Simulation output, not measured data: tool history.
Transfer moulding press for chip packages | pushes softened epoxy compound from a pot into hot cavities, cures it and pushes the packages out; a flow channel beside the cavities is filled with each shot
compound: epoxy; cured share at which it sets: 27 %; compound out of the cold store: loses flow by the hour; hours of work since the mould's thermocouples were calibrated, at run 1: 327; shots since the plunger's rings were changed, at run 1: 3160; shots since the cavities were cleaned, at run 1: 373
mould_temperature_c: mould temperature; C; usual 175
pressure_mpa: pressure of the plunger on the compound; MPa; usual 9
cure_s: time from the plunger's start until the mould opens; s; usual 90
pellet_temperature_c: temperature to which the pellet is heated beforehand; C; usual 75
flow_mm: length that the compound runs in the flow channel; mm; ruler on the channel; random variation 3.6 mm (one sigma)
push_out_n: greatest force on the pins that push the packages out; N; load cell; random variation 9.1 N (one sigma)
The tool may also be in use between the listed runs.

run   hour  mould_temperature_c  pressure_mpa  cure_s  pellet_temperature_c  hours of work since the mould's thermocouples were calibrated  shots since the plunger's rings were changed  shots since the cavities were cleaned  incoming compound's hours out of the cold store  flow_mm  push_out_n
  1      0                  175             9      90                    75                                                            327                                          3160                                    373                                             25.7      719         738
  2   13.8                  175             9      90                    75                                                            335                                          3320                                    533                                             14.8      755         835
  3   26.4                  175             9      90                    75                                                            343                                          3466                                    679                                             12.9      767         885
  4   37.5                  175         10.84      90                    75                                                            349                                          3595                                    808                                             39.9      735         844
        51  -- cavities cleaned with cleaning compound and waxed
  5   54.6                  175          7.53      90                    75                                                            358                                          3776                                     42                                             35.2      629         473
  6   68.4                  175          7.53      90                    75                                                            366                                          3937                                    203                                             34.2      631         616
  7   81.6                  175          9.25      90                    75                                                            373                                          4090                                    356                                             11.3      769         774
  8   94.4                  175          9.25      90                    75                                                            380                                          4239                                    505                                             35.9      687         780
  9  107.2                  175             9      90                    77                                                            388                                          4388                                    654                                             19.2      725         877
 10  120.3                  175             9      90                    75                                                            395                                          4539                                    805                                             33.7      682         912
       134  -- cavities cleaned with cleaning compound and waxed
 11  134.4                  175             9      90                    75                                                            402                                          4685                                      5                                             46.1      639         419
 12  151.8                  175             9      90                    75                                                            412                                          4888                                    208                                             38.5      669         638
 13  159.9                  175             9      90                    75                                                            417                                          4982                                    302                                             24.2      705         713
 14  169.5                  175             9      90                    75                                                            422                                          5093                                    413                                             22.4      716         773
 15  183.4                  175             9      90                    75                                                            430                                          5255                                    575                                             42.3      652         816
 16    199                  175           9.5      90                    69                                                            439                                          5436                                    756                                             28.3      709         891
     216.9  -- cavities cleaned with cleaning compound and waxed
 17  219.9                  171             9     120                    75                                                            450                                          5660                                     34                                             33.9      675         395
 18  236.8                  176          9.54      96                    76                                                            460                                          5857                                    231                                             25.5      711         595
 19  248.5                  177          9.54      96                    75                                                            467                                          5993                                    367                                             22.7      714         652
 20    265                  177          9.54      96                    75                                                            476                                          6185                                    559                                             26.8      703         697
 21    283                  170         10.04      76                    82                                                            486                                          6394                                    768                                             47.1      666        1549
     286.5  -- plunger's sealing rings changed
 22  299.3                  173         10.04      84                    83                                                            494                                           149                                    928                                             22.6      820        1162
     301.9  -- cavities cleaned with cleaning compound and waxed
 23  312.4                  170          9.59      90                    65                                                            501                                           284                                    123                                               10      850         805
 24  328.5                  175             9      90                    84                                                            510                                           470                                    309                                             34.9      725         713
 25  340.3                  175             9      90                    84                                                            517                                           607                                    446                                             24.8      762         791
 26  358.9                  171         10.37     123                    84                                                            527                                           823                                    662                                             43.5      755         723
 27  376.9                  171         10.37     123                    84                                                            537                                          1032                                    871                                             23.4      821         766
     384.6  -- cavities cleaned with cleaning compound and waxed
 28  391.3                  179             9      90                    75                                                            545                                          1183                                     78                                             36.3      707         446
 29  407.3                  179             9      90                    75                                                            554                                          1368                                    263                                             38.7      697         575
 30  418.7                  179             9      90                    75                                                            560                                          1501                                    396                                             41.8      685         657

Forecast each of these 3 alternatives for the next run:
  A  428.8                  174             9      90                    84                                                            566                                          1618                                    513                                             11.7        ?           ?
  B  428.8                  179          7.29      90                    68                                                            566                                          1618                                    513                                             40.7        ?           ?
  C  428.8                  175          7.63      90                    75                                                            566                                          1618                                    513                                             24.7        ?           ?

run  flow_mm  push_out_n
  A      798         894
  B      623         722
  C      681         821
Without the tool's hidden state the same runs would have given:
run  flow_mm  push_out_n
  A      816         455
  B      637         375
  C      696         421

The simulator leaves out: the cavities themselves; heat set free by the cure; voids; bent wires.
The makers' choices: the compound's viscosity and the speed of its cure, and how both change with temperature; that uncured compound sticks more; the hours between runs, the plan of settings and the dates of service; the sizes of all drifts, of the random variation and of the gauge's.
